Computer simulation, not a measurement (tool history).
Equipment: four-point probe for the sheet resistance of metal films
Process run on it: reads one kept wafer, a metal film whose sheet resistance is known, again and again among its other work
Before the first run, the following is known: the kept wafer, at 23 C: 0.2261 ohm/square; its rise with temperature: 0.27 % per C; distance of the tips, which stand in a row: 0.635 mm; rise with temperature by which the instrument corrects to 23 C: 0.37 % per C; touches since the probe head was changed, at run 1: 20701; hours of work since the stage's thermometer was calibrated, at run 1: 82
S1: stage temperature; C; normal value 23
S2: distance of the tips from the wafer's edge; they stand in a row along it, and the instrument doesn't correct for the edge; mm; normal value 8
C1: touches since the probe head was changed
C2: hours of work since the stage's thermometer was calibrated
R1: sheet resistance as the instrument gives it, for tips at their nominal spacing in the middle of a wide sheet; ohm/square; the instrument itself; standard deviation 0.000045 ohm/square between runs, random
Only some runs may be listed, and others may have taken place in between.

| run | hour | S1 | S2 | C1 | C2 | R1 |
|---|---|---|---|---|---|---|
| 1 | 0 | 23 | 8 | 20701 | 82 | 0.226701 |
| 2 | 14.6 | 23 | 10 | 21209 | 93 | 0.226443 |
| 3 | 43 | 33 | 8 | 22192 | 112 | 0.224524 |
| 4 | 60.6 | 33 | 8 | 22803 | 124 | 0.224547 |
| 5 | 91 | 23 | 8 | 23856 | 145 | 0.226722 |
| 6 | 105.8 | 23 | 8 | 24370 | 155 | 0.22669 |
| 7 | 121.4 | 23 | 8 | 24911 | 166 | 0.226673 |
| 8 | 145.7 | 23 | 8 | 25755 | 183 | 0.226599 |
| 9 | 159.6 | 20 | 8 | 26236 | 192 | 0.227256 |
| 10 | 186.1 | 20 | 47 | 27154 | 211 | 0.226525 |
| 11 | 219.6 | 28 | 8 | 28315 | 234 | 0.225554 |
| 12 | 236.1 | 21 | 10 | 28888 | 245 | 0.226723 |
| 13 | 257.7 | 27 | 35 | 29637 | 260 | 0.224968 |
| 14 | 282.3 | 32 | 8 | 30491 | 277 | 0.224695 |
| 15 | 309.3 | 32 | 10 | 31428 | 296 | 0.224339 |
| 16 | 342.2 | 32 | 66 | 32568 | 318 | 0.223823 |
| 17 | 373.7 | 30 | 36 | 33661 | 340 | 0.224252 |
| 18 | 392.9 | 30 | 36 | 34327 | 353 | 0.224221 |
| 19 | 421.1 | 30 | 36 | 35304 | 373 | 0.224239 |
| 20 | 441 | 30 | 36 | 35993 | 386 | 0.224168 |
| 21 | 457.5 | 23 | 19 | 36567 | 398 | 0.225842 |
| 22 | 474.5 | 30 | 8 | 37155 | 410 | 0.224914 |

Predict each of these 3 candidate next runs independently; none follows another, all start after run 22:
| A | 496.4 | 23 | 34 | 37915 | 425 | ? |
| B | 496.4 | 23 | 58 | 37915 | 425 | ? |
| C | 496.4 | 20 | 8 | 37915 | 425 | ? |

| run | R1 |
|---|---|
| A | 0.225747 |
| B | 0.225678 |
| C | 0.227115 |
With no hidden state in the tool, these same runs would have given:
| run | R1 |
|---|---|
| A | 0.226174 |
| B | 0.226104 |
| C | 0.227542 |
